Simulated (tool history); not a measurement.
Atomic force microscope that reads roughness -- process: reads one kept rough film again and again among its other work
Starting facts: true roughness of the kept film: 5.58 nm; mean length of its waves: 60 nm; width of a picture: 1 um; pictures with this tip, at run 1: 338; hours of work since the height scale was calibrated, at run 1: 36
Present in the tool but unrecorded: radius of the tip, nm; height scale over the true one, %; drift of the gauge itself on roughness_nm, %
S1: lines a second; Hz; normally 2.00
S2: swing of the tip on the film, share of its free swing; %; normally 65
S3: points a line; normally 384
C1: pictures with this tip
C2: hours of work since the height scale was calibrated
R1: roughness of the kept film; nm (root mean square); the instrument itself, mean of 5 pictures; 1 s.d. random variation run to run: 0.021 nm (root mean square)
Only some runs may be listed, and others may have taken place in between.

run 1 hour=0.0 | S1=2.00 S2=65 S3=384 | C1=338 C2=36 | R1=5.083
run 2 hour=6.6 | S1=2.00 S2=65 S3=384 | C1=353 C2=41 | R1=5.081
-- hour=15.1 new tip fitted
run 3 hour=15.1 | S1=1.01 S2=65 S3=384 | C1=0 C2=46 | R1=5.184
run 4 hour=25.0 | S1=2.00 S2=65 S3=384 | C1=22 C2=53 | R1=5.107
run 5 hour=30.7 | S1=2.00 S2=65 S3=384 | C1=34 C2=57 | R1=5.084
run 6 hour=41.7 | S1=2.00 S2=65 S3=384 | C1=59 C2=64 | R1=5.091
run 7 hour=52.1 | S1=1.93 S2=65 S3=384 | C1=81 C2=71 | R1=5.064
run 8 hour=62.0 | S1=0.70 S2=67 S3=355 | C1=103 C2=78 | R1=5.233
run 9 hour=70.6 | S1=1.46 S2=56 S3=267 | C1=122 C2=84 | R1=5.211

Forecast run 10:
run 10 hour=76.4 | S1=3.04 S2=56 S3=783 | C1=135 C2=88 | R1=?

R1: 5.115 nm (root mean square)
With no hidden state in the tool, this same run would have given R1 5.123 nm (root mean square).
